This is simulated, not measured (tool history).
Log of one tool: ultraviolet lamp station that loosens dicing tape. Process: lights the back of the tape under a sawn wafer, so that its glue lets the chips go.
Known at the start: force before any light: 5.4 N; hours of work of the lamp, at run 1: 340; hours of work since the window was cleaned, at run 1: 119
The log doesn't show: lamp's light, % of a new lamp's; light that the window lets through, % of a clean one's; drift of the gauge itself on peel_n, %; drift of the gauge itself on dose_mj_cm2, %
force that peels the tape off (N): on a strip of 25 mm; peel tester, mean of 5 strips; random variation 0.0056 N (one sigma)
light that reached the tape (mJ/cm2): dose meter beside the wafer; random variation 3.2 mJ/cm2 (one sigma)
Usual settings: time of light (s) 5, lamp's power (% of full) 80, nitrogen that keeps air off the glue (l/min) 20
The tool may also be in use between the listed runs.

| run | day | time of light (s) | lamp's power (% of full) | nitrogen that keeps air off the glue (l/min) | hours of work of the lamp | hours of work since the window was cleaned | force that peels the tape off (N) | light that reached the tape (mJ/cm2) |
|---|---|---|---|---|---|---|---|---|
| 1 | 0.000 | 5 | 80 | 20 | 340 | 119 | 0.178 | 439 |
| 2 | 0.375 | 5 | 78 | 20 | 345 | 123 | 0.198 | 425 |
| 3 | 0.783 | 5 | 78 | 20 | 350 | 129 | 0.222 | 421 |
| 4 | 1.162 | 5 | 78 | 20 | 355 | 133 | 0.201 | 421 |
| 5 | 1.654 | 5 | 78 | 20 | 361 | 140 | 0.207 | 413 |
| 6 | 2.442 | 5 | 78 | 7 | 371 | 149 | 0.423 | 415 |
| 7 | 3.021 | 5 | 78 | 7 | 378 | 157 | 0.430 | 412 |
| 8 | 3.779 | 5 | 77 | 20 | 388 | 166 | 0.217 | 405 |
| 9 | 4.183 | 5 | 91 | 20 | 393 | 171 | 0.144 | 467 |
| 10 | 4.904 | 5 | 91 | 20 | 402 | 180 | 0.147 | 468 |
| 11 | 5.658 | 5 | 91 | 20 | 412 | 190 | 0.160 | 472 |
| 12 | 6.046 | 5 | 91 | 20 | 416 | 195 | 0.144 | 472 |
| 13 | 6.625 | 5 | 91 | 20 | 424 | 202 | 0.154 | 467 |

Forecast run 14:
| 14 | 7.175 | 5 | 91 | 20 | 431 | 209 | ? | ? |

{"run 14": {"force that peels the tape off (N)": 0.16, "light that reached the tape (mJ/cm2)": 469}}
Without the tool's hidden state the same run would have given force that peels the tape off (N) 0.102, light that reached the tape (mJ/cm2) 578.

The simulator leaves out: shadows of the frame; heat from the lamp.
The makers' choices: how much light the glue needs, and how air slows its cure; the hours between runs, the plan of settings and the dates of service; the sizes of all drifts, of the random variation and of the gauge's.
